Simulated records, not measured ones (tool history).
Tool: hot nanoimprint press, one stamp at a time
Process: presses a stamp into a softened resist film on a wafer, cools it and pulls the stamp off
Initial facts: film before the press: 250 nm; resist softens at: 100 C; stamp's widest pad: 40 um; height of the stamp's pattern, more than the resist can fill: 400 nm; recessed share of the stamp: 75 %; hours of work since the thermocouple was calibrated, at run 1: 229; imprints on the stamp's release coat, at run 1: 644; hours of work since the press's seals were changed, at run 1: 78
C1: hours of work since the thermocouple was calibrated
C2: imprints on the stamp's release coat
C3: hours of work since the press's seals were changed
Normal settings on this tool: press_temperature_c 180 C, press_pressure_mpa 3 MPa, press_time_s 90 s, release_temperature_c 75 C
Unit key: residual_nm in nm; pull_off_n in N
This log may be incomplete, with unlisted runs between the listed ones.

{"run": 1, "hour": 0.0, "press_temperature_c": 180, "press_pressure_mpa": 3, "press_time_s": 90, "release_temperature_c": 75, "C1": 229, "C2": 644, "C3": 78, "residual_nm": 100.93, "pull_off_n": 128}
{"run": 2, "hour": 29.6, "press_temperature_c": 180, "press_pressure_mpa": 3, "press_time_s": 178, "release_temperature_c": 75, "C1": 245, "C2": 720, "C3": 94, "residual_nm": 75.68, "pull_off_n": 130}
{"run": 3, "hour": 65.5, "press_temperature_c": 180, "press_pressure_mpa": 3, "press_time_s": 90, "release_temperature_c": 62, "C1": 264, "C2": 812, "C3": 113, "residual_nm": 100.73, "pull_off_n": 176}
{"run": 4, "hour": 103.5, "press_temperature_c": 168, "press_pressure_mpa": 3, "press_time_s": 90, "release_temperature_c": 75, "C1": 285, "C2": 910, "C3": 134, "residual_nm": 140.97, "pull_off_n": 131}
{"run": 5, "hour": 156.7, "press_temperature_c": 180, "press_pressure_mpa": 2.41, "press_time_s": 90, "release_temperature_c": 75, "C1": 313, "C2": 1046, "C3": 163, "residual_nm": 110.61, "pull_off_n": 136}
{"run": 6, "hour": 191.8, "press_temperature_c": 180, "press_pressure_mpa": 3, "press_time_s": 90, "release_temperature_c": 75, "C1": 332, "C2": 1136, "C3": 182, "residual_nm": 100.57, "pull_off_n": 139}
{"run": 7, "hour": 223.8, "press_temperature_c": 180, "press_pressure_mpa": 3, "press_time_s": 90, "release_temperature_c": 75, "C1": 350, "C2": 1218, "C3": 199, "residual_nm": 100.71, "pull_off_n": 139}
{"run": 8, "hour": 280.5, "press_temperature_c": 180, "press_pressure_mpa": 3, "press_time_s": 90, "release_temperature_c": 75, "C1": 380, "C2": 1364, "C3": 229, "residual_nm": 100.66, "pull_off_n": 142}
{"run": 9, "hour": 335.6, "press_temperature_c": 180, "press_pressure_mpa": 3, "press_time_s": 90, "release_temperature_c": 75, "C1": 410, "C2": 1505, "C3": 259, "residual_nm": 100.47, "pull_off_n": 144}
{"hour": 345.9, "done": "stamp cleaned and given a new release coat"}
{"run": 10, "hour": 404.3, "press_temperature_c": 180, "press_pressure_mpa": 3, "press_time_s": 90, "release_temperature_c": 75, "C1": 444, "C2": 150, "C3": 293, "residual_nm": 100.37, "pull_off_n": 118}
{"run": 11, "hour": 432.0, "press_temperature_c": 180, "press_pressure_mpa": 3, "press_time_s": 161, "release_temperature_c": 75, "C1": 459, "C2": 221, "C3": 308, "residual_nm": 78.43, "pull_off_n": 121}
{"run": 12, "hour": 482.0, "press_temperature_c": 180, "press_pressure_mpa": 3, "press_time_s": 161, "release_temperature_c": 75, "C1": 485, "C2": 349, "C3": 335, "residual_nm": 78.5, "pull_off_n": 123}
{"run": 13, "hour": 541.5, "press_temperature_c": 180, "press_pressure_mpa": 3, "press_time_s": 161, "release_temperature_c": 75, "C1": 518, "C2": 502, "C3": 367, "residual_nm": 78.45, "pull_off_n": 124}
{"run": 14, "hour": 582.4, "press_temperature_c": 180, "press_pressure_mpa": 3, "press_time_s": 161, "release_temperature_c": 81, "C1": 540, "C2": 607, "C3": 389, "residual_nm": 78.28, "pull_off_n": 107}
{"hour": 620.8, "done": "plate thermocouple calibrated"}
{"run": 15, "hour": 646.4, "press_temperature_c": 180, "press_pressure_mpa": 3, "press_time_s": 161, "release_temperature_c": 81, "C1": 14, "C2": 763, "C3": 422, "residual_nm": 80.96, "pull_off_n": 114}
{"run": 16, "hour": 679.0, "press_temperature_c": 180, "press_pressure_mpa": 3, "press_time_s": 161, "release_temperature_c": 70, "C1": 31, "C2": 847, "C3": 439, "residual_nm": 80.85, "pull_off_n": 150}
{"run": 17, "hour": 721.3, "press_temperature_c": 187, "press_pressure_mpa": 2.06, "press_time_s": 148, "release_temperature_c": 76, "C1": 54, "C2": 955, "C3": 462, "residual_nm": 81.79, "pull_off_n": 131}
{"run": 18, "hour": 753.8, "press_temperature_c": 169, "press_pressure_mpa": 3, "press_time_s": 119, "release_temperature_c": 75, "C1": 72, "C2": 1039, "C3": 480, "residual_nm": 127.2, "pull_off_n": 138}
{"run": 19, "hour": 782.1, "press_temperature_c": 180, "press_pressure_mpa": 3, "press_time_s": 153, "release_temperature_c": 76, "C1": 87, "C2": 1111, "C3": 495, "residual_nm": 82.68, "pull_off_n": 134}
{"run": 20, "hour": 813.6, "press_temperature_c": 180, "press_pressure_mpa": 3, "press_time_s": 56, "release_temperature_c": 76, "C1": 104, "C2": 1192, "C3": 512, "residual_nm": 123.55, "pull_off_n": 140}
{"run": 21, "hour": 865.3, "press_temperature_c": 180, "press_pressure_mpa": 3, "press_time_s": 111, "release_temperature_c": 79, "C1": 132, "C2": 1325, "C3": 540, "residual_nm": 94.51, "pull_off_n": 126}
{"run": 22, "hour": 910.6, "press_temperature_c": 180, "press_pressure_mpa": 3.94, "press_time_s": 111, "release_temperature_c": 79, "C1": 156, "C2": 1441, "C3": 564, "residual_nm": 83.67, "pull_off_n": 130}
{"hour": 947.1, "done": "stamp cleaned and given a new release coat"}
{"run": 23, "hour": 955.5, "press_temperature_c": 189, "press_pressure_mpa": 2.8, "press_time_s": 48, "release_temperature_c": 74, "C1": 177, "C2": 22, "C3": 585, "residual_nm": 107.1, "pull_off_n": 120}
{"run": 24, "hour": 1012.9, "press_temperature_c": 189, "press_pressure_mpa": 2.8, "press_time_s": 48, "release_temperature_c": 74, "C1": 208, "C2": 169, "C3": 616, "residual_nm": 107.09, "pull_off_n": 122}

Run 25 comes next. What will it give?
{"run": 25, "hour": 1056.6, "press_temperature_c": 189, "press_pressure_mpa": 2.14, "press_time_s": 157, "release_temperature_c": 70, "C1": 232, "C2": 281, "C3": 640, "residual_nm": "?", "pull_off_n": "?"}

residual_nm: 73.8 nm
pull_off_n: 139 N
Minus the tool's unlogged condition, the same run would have read residual_nm 73.42 nm, pull_off_n 134 N.

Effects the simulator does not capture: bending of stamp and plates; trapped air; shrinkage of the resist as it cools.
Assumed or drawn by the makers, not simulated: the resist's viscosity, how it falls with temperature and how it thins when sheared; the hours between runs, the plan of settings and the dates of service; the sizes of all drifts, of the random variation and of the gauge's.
